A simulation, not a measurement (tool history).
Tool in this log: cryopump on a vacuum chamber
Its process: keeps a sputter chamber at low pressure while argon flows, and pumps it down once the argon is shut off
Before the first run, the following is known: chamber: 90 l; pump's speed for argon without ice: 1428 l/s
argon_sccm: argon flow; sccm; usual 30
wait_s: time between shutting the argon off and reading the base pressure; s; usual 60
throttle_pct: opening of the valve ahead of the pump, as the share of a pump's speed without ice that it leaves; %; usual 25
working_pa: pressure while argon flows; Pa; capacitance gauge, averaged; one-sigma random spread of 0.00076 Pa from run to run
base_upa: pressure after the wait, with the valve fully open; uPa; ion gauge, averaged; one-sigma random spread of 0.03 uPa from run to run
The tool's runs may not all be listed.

| run | hour | argon_sccm | wait_s | throttle_pct | working_pa | base_upa |
|---|---|---|---|---|---|---|
| 1 | 0 | 30 | 60 | 25 | 0.1442 | 3.69 |
| 2 | 15.8 | 30 | 60 | 25 | 0.1437 | 3.81 |
| 3 | 32.3 | 30 | 60 | 25 | 0.1425 | 3.69 |
| 4 | 55.2 | 30 | 60 | 25 | 0.1435 | 3.78 |
| 5 | 74.1 | 30 | 60 | 25 | 0.1435 | 3.74 |
| 6 | 101.7 | 30 | 60 | 25 | 0.1438 | 3.89 |
| 7 | 116.6 | 30 | 60 | 25 | 0.1446 | 3.88 |
| 8 | 132.5 | 30 | 60 | 25 | 0.1447 | 3.85 |
| 9 | 150.1 | 30 | 60 | 25 | 0.1435 | 3.83 |
| 10 | 169.2 | 30 | 155 | 23 | 0.1567 | 3.02 |
| 11 | 188 | 13 | 72 | 25 | 0.0625 | 3.73 |
| 12 | 201.2 | 13 | 72 | 25 | 0.0628 | 3.68 |
| 13 | 216 | 13 | 72 | 25 | 0.0622 | 3.66 |
| 14 | 232.4 | 13 | 72 | 25 | 0.0628 | 3.69 |

Some steps in working_pa, run to run, broken into two amounts with sign: the step expected even without the hidden condition (settings, incoming material, random variation), and the rest, left for the hidden condition together with whatever gauge scatter is not in both the measured and the hidden-condition-free result:
What the log doesn't record here: pump's speed, % of a pump's without ice; cold plate's temperature, K; leak into the chamber, uPa l/s; drift of the gauge itself on working_pa, %; drift of the gauge itself on base_upa, %.
Run 10 -> 11: argon_sccm 30 -> 13, wait_s 155 -> 72, throttle_pct 23 -> 25. working_pa -0.0942 Pa: hidden state -0.0012, all else -0.093.
